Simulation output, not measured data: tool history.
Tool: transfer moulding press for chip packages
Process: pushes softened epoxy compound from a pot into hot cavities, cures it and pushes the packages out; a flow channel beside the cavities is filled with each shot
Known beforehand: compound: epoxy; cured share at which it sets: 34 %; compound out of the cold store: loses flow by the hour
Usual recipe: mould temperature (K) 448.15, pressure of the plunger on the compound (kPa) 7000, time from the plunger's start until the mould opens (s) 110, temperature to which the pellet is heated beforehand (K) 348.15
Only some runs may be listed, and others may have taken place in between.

run,hour,mould temperature (K),pressure of the plunger on the compound (kPa),time from the plunger's start until the mould opens (s),temperature to which the pellet is heated beforehand (K),incoming compound's hours out of the cold store,length that the compound runs in the flow channel (mm),greatest force on the pins that push the packages out (N)
1,0.0,448.15,7000,110,348.15,45.1,476,372
2,8.5,445.15,7000,110,348.15,23.1,554,423
# hour 17.4: cavities cleaned with cleaning compound and waxed
3,18.5,453.15,7000,110,348.15,8.2,576,374
4,26.7,453.15,7000,110,348.15,40.5,477,370
5,44.1,453.15,7000,130,348.15,31.4,501,349
6,59.6,453.15,7000,130,348.15,15.6,550,344
7,70.7,453.15,7000,130,348.15,20.6,533,349
8,83.7,441.15,6880,110,348.15,47.1,487,579
9,99.9,454.15,6880,140,347.15,15.0,542,356

Predict the results of run 10:
# hour 109.7: cavities cleaned with cleaning compound and waxed
10,117.0,448.15,7000,104,355.15,12.7,?,?

length that the compound runs in the flow channel (mm): 572
greatest force on the pins that push the packages out (N): 301
Without the tool's hidden state the same run would have given length that the compound runs in the flow channel (mm) 583, greatest force on the pins that push the packages out (N) 264.
